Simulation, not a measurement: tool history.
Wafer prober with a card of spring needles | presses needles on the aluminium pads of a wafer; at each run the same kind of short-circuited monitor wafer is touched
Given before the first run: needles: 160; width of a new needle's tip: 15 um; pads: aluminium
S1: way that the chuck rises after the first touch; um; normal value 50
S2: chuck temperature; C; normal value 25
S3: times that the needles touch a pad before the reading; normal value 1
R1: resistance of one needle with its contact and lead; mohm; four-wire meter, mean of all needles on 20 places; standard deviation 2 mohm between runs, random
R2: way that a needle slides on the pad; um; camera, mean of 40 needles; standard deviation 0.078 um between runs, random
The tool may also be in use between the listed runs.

Run 1, hour 0: usual settings. Result: R1 251 mohm, R2 11.68 um.
At hour 1: tips cleaned on abrasive film.
At hour 9: tips cleaned on abrasive film.
Run 2, hour 13.9: usual settings. Result: R1 243 mohm, R2 11.8 um.
At hour 17.8: tips cleaned on abrasive film.
At hour 25.5: tips cleaned on abrasive film.
Run 3, hour 28.7: usual settings. Result: R1 238 mohm, R2 11.59 um.
At hour 33.4: tips cleaned on abrasive film.
At hour 41: tips cleaned on abrasive film.
Run 4, hour 41.3: usual settings but S3 2. Result: R1 221 mohm, R2 11.61 um.
Run 5, hour 48.3: usual settings but S1 68 um. Result: R1 241 mohm, R2 16 um.
At hour 49.5: tips cleaned on abrasive film.
At hour 57.3: tips cleaned on abrasive film.
Run 6, hour 57.6: usual settings but S1 68 um. Result: R1 220 mohm, R2 15.91 um.
At hour 65: height of the first contact set anew.
At hour 66.2: tips cleaned on abrasive film.
Run 7, hour 68.1: usual settings but S1 68 um. Result: R1 222 mohm, R2 16.59 um.
At hour 73.8: tips cleaned on abrasive film.
Run 8, hour 74.8: usual settings but S1 68 um. Result: R1 223 mohm, R2 16.47 um.
At hour 81.5: tips cleaned on abrasive film.
Run 9, hour 88.8: usual settings but S1 68 um. Result: R1 234 mohm, R2 16.59 um.
At hour 89.7: tips cleaned on abrasive film.
At hour 97.4: tips cleaned on abrasive film.
Run 10, hour 97.4: usual settings but S3 2. Result: R1 223 mohm, R2 12.08 um.
At hour 105.9: tips cleaned on abrasive film.
Run 11, hour 110.4: usual settings but S3 2. Result: R1 237 mohm, R2 12.11 um.
At hour 113.7: tips cleaned on abrasive film.
Run 12, hour 119.5: usual settings but S1 40 um, S2 32 C, S3 3. Result: R1 236 mohm, R2 9.66 um.
At hour 122.3: tips cleaned on abrasive film.
At hour 130: tips cleaned on abrasive film.
Run 13, hour 133.8: usual settings but S1 40 um, S2 32 C, S3 3. Result: R1 232 mohm, R2 9.69 um.
At hour 137.9: tips cleaned on abrasive film.
Run 14, hour 141.7: usual settings but S1 40 um, S2 32 C, S3 3. Result: R1 235 mohm, R2 9.75 um.
At hour 145.5: tips cleaned on abrasive film.
Run 15, hour 149.5: usual settings but S1 39 um, S2 57 C, S3 3. Result: R1 242 mohm, R2 9.23 um.
At hour 153.8: tips cleaned on abrasive film.
Run 16, hour 156.2: usual settings but S1 63 um, S2 44 C, S3 2. Result: R1 230 mohm, R2 15.23 um.
At hour 161.8: tips cleaned on abrasive film.
At hour 169.5: tips cleaned on abrasive film.
Run 17, hour 169.5: usual settings but S1 63 um, S2 44 C, S3 2. Result: R1 224 mohm, R2 15.12 um.
At hour 178: tips cleaned on abrasive film.
Run 18, hour 181.2: usual settings but S1 63 um, S2 44 C, S3 2. Result: R1 230 mohm, R2 15.25 um.
At hour 186.2: tips cleaned on abrasive film.
Run 19, hour 192.8: usual settings but S1 53 um, S2 44 C, S3 2. Result: R1 240 mohm, R2 12.77 um.

Alternative continuations, all from the tool just after run 19; predict every row:
At hour 194.2: tips cleaned on abrasive film.
At hour 201.9: tips cleaned on abrasive film.
Run A, hour 204.8: usual settings but S1 52 um, S2 44 C, S3 2. Result: R1 ?, R2 ?.
At hour 194.2: tips cleaned on abrasive film.
At hour 201.9: tips cleaned on abrasive film.
Run B, hour 204.8: usual settings but S1 53 um, S2 37 C, S3 3. Result: R1 ?, R2 ?.
At hour 194.2: tips cleaned on abrasive film.
At hour 201.9: tips cleaned on abrasive film.
Run C, hour 204.8: usual settings but S1 63 um, S2 73 C, S3 2. Result: R1 ?, R2 ?.
At hour 194.2: tips cleaned on abrasive film.
At hour 201.9: tips cleaned on abrasive film.
Run D, hour 204.8: usual settings but S1 67 um. Result: R1 ?, R2 ?.
At hour 194.2: tips cleaned on abrasive film.
At hour 201.9: tips cleaned on abrasive film.
Run E, hour 204.8: usual settings but S1 36 um, S2 44 C, S3 2. Result: R1 ?, R2 ?.

run   R1     R2
  A  230  12.24
  B  225  12.68
  C  233  14.99
  D  233  15.93
  E  247   8.57
The same runs, with their run-to-run variation unchanged, on a tool lacking any hidden condition would have given:
run   R1     R2
  A  219  12.55
  B  219  12.98
  C  226   15.3
  D  221  16.24
  E  226   8.88

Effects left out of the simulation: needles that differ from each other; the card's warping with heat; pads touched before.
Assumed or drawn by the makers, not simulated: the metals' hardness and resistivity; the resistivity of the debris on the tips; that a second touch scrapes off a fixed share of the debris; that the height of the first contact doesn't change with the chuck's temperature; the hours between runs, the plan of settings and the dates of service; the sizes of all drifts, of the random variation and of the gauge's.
